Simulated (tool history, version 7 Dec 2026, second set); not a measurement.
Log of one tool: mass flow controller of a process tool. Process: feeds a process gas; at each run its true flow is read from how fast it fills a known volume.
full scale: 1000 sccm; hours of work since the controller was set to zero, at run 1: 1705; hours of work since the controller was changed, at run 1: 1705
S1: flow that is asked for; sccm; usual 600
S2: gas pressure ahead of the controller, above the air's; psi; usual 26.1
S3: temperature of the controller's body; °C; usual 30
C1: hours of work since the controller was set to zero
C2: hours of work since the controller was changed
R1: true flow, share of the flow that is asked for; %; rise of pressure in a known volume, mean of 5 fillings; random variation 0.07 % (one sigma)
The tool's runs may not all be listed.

run	day	S1	S2	S3	C1	C2	R1
1	0.000	600	26.1	30	1705	1705	97.74
2	4.646	755	26.1	30	1743	1743	97.91
3	11.433	755	26.1	30	1798	1798	97.81
4	17.258	755	26.1	30	1846	1846	97.84
5	20.771	600	23.9	30	1874	1874	97.51
6	25.871	600	23.9	30	1916	1916	97.46
7	32.696	600	23.9	30	1972	1972	97.51
8	37.708	600	29.4	30	2013	2013	97.55
9	43.029	600	29.4	30	2056	2056	97.54
10	49.617	600	29.4	30	2110	2110	97.37
11	56.954	600	29.4	30	2170	2170	97.39
12	60.429	600	29.4	30	2198	2198	97.30
13	66.192	391	29.4	40	2245	2245	95.97
14	72.088	391	29.4	40	2294	2294	95.82
15	76.483	391	29.4	40	2329	2329	95.77
16	80.133	391	29.4	40	2359	2359	95.72
17	84.667	606	24.2	24	2396	2396	97.54
18	89.367	600	22.0	25	2435	2435	97.36
19	97.300	792	38.9	34	2499	2499	97.24
20	102.729	792	38.9	34	2544	2544	97.22
21	107.962	792	38.9	34	2587	2587	97.29

5 ways to go on from here, each from the tool as it stands after run 21. What would each give?
A	113.350	615	26.1	30	2631	2631	?
B	113.350	792	24.8	34	2631	2631	?
C	113.350	117	38.9	35	2631	2631	?
D	113.350	426	38.9	39	2631	2631	?
E	113.350	597	23.6	30	2631	2631	?

run	R1
A	97.00
B	97.00
C	91.80
D	95.79
E	96.85
Without the tool's hidden state the same runs would have given:
run	R1
A	99.28
B	99.05
C	98.63
D	98.55
E	99.17
